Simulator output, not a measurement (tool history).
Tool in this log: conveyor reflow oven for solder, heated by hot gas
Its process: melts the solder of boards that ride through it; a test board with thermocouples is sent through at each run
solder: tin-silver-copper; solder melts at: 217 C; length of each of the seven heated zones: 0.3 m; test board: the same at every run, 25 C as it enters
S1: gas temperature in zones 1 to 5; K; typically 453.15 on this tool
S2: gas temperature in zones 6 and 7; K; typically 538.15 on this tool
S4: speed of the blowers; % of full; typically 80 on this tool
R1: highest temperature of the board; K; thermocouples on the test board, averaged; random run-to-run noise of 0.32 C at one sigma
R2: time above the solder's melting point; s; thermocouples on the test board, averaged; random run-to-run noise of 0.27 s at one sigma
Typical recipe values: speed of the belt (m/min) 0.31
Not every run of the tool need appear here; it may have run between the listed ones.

Run 1, hour 0: usual settings. Result: R1 525.85 K, R2 92.7 s.
Run 2, hour 6.2: usual settings but S1 443.15 K. Result: R1 524.45 K, R2 85.5 s.
Run 3, hour 13: usual settings but speed of the belt (m/min) 0.339. Result: R1 523.35 K, R2 81.5 s.
Run 4, hour 17.2: usual settings but S1 454.15 K, speed of the belt (m/min) 0.339. Result: R1 524.15 K, R2 81.9 s.
Run 5, hour 21.4: usual settings but S1 454.15 K, speed of the belt (m/min) 0.339. Result: R1 523.75 K, R2 82.2 s.
Run 6, hour 27.9: usual settings but S1 454.15 K, speed of the belt (m/min) 0.339. Result: R1 523.25 K, R2 82.2 s.
Run 7, hour 34.8: usual settings but speed of the belt (m/min) 0.354. Result: R1 522.35 K, R2 76.1 s.
Run 8, hour 38.8: usual settings but speed of the belt (m/min) 0.307. Result: R1 525.85 K, R2 93.8 s.
Run 9, hour 46.3: usual settings but speed of the belt (m/min) 0.307. Result: R1 526.45 K, R2 93.6 s.
Run 10, hour 54.7: usual settings. Result: R1 525.85 K, R2 92.2 s.
Run 11, hour 61.4: usual settings. Result: R1 525.75 K, R2 92.5 s.
Run 12, hour 67.8: usual settings. Result: R1 525.55 K, R2 92.4 s.
Run 13, hour 71.8: usual settings but S1 450.15 K. Result: R1 525.35 K, R2 90.3 s.
Run 14, hour 77.3: usual settings but S4 77 % of full. Result: R1 525.65 K, R2 91.6 s.
Run 15, hour 84.6: usual settings but S4 77 % of full. Result: R1 525.35 K, R2 92.1 s.
Run 16, hour 92.9: usual settings but S4 77 % of full. Result: R1 525.25 K, R2 91.7 s.
Run 17, hour 96.9: usual settings but S2 536.15 K, S4 77 % of full. Result: R1 522.95 K, R2 89.9 s.
Run 18, hour 104.3: usual settings but S1 465.15 K, S2 543.15 K, S4 63 % of full. Result: R1 529.45 K, R2 102.3 s.
Run 19, hour 108.1: usual settings but S1 443.15 K, S2 528.15 K, S4 69 % of full. Result: R1 513.45 K, R2 70.7 s.

Expected results for the next run?
At hour 113.6: flux residue cleaned out of gas plates and filters.
Run 20, hour 119.1: usual settings but S1 467.15 K, S2 553.15 K, S4 69 % of full. Result: R1 ?, R2 ?.

{"run 20": {"R1": 538.65, "R2": 110.9}}
The same run, on a tool lacking any hidden state, would have yielded R1 541.45 K, R2 112.5 s.
